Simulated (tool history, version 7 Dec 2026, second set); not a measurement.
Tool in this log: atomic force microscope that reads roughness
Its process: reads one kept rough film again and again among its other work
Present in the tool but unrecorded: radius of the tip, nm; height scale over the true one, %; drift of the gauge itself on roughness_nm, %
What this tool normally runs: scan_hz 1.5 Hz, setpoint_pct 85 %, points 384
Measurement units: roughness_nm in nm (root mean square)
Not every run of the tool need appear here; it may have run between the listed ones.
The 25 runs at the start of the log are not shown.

| run | hour | scan_hz | setpoint_pct | points | pictures with this tip | hours of work since the height scale was calibrated | roughness_nm |
|---|---|---|---|---|---|---|---|
|  | 1599 | new tip fitted |
| 26 | 1628.6 | 2.06 | 74 | 488 | 51 | 437 | 0.531 |
|  | 1686.6 | new tip fitted |
| 27 | 1686.6 | 0.83 | 61 | 817 | 0 | 470 | 0.581 |
| 28 | 1758.2 | 3.05 | 76 | 322 | 124 | 511 | 0.486 |
|  | 1774.1 | new tip fitted |
| 29 | 1840.2 | 3.05 | 76 | 322 | 114 | 558 | 0.489 |
|  | 1864.8 | new tip fitted |
| 30 | 1889.4 | 3.05 | 76 | 322 | 43 | 586 | 0.495 |
|  | 1952.3 | new tip fitted |
| 31 | 1960.2 | 1.5 | 75 | 561 | 13 | 626 | 0.546 |
| 32 | 2020.3 | 1.5 | 64 | 384 | 117 | 661 | 0.56 |
|  | 2040.3 | new tip fitted |
| 33 | 2094.4 | 0.7 | 87 | 749 | 93 | 703 | 0.552 |
|  | 2127.6 | new tip fitted |
| 34 | 2153.9 | 3.26 | 88 | 384 | 45 | 737 | 0.433 |
|  | 2221.1 | new tip fitted |
| 35 | 2229.9 | 0.78 | 85 | 485 | 15 | 780 | 0.553 |
| 36 | 2295.2 | 0.78 | 85 | 485 | 128 | 817 | 0.546 |
|  | 2308.4 | new tip fitted |
| 37 | 2382.3 | 0.78 | 85 | 485 | 128 | 867 | 0.54 |
|  | 2401.3 | new tip fitted |
| 38 | 2434.8 | 3.88 | 73 | 429 | 57 | 897 | 0.486 |
|  | 2488.7 | new tip fitted |
| 39 | 2514.2 | 1.94 | 58 | 882 | 44 | 942 | 0.572 |
| 40 | 2553.1 | 3 | 85 | 384 | 111 | 964 | 0.449 |
|  | 2575.3 | new tip fitted |
| 41 | 2635.5 | 3.06 | 84 | 384 | 104 | 1011 | 0.459 |
|  | 2664 | new tip fitted |
| 42 | 2705.2 | 0.52 | 61 | 384 | 71 | 1051 | 0.584 |
|  | 2757.4 | new tip fitted |
| 43 | 2764.8 | 0.52 | 61 | 384 | 13 | 1085 | 0.59 |
| 44 | 2824 | 0.52 | 61 | 384 | 115 | 1119 | 0.579 |
|  | 2848.3 | new tip fitted |
| 45 | 2900.3 | 3.3 | 78 | 339 | 90 | 1162 | 0.482 |
|  | 2936.4 | new tip fitted |
| 46 | 2963.8 | 1.5 | 71 | 504 | 47 | 1199 | 0.556 |
| 47 | 3006.5 | 0.55 | 72 | 353 | 121 | 1223 | 0.563 |
|  | 3027 | new tip fitted |
| 48 | 3080.2 | 0.83 | 87 | 595 | 92 | 1265 | 0.544 |
|  | 3116 | new tip fitted |
| 49 | 3139.7 | 2.23 | 85 | 258 | 41 | 1299 | 0.484 |

Below are 3 alternative next runs, each starting from the tool's condition after run 49. Predict each:
| A | 3189.8 | 4 | 85 | 258 | 128 | 1328 | ? |
| B | 3189.8 | 1.06 | 67 | 384 | 128 | 1328 | ? |
| C | 3189.8 | 2.23 | 82 | 528 | 128 | 1328 | ? |

| run | roughness_nm |
|---|---|
| A | 0.417 |
| B | 0.566 |
| C | 0.492 |
Take away the tool's hidden state, keep each run's random variation, and the runs would have read:
| run | roughness_nm |
|---|---|
| A | 0.422 |
| B | 0.572 |
| C | 0.498 |

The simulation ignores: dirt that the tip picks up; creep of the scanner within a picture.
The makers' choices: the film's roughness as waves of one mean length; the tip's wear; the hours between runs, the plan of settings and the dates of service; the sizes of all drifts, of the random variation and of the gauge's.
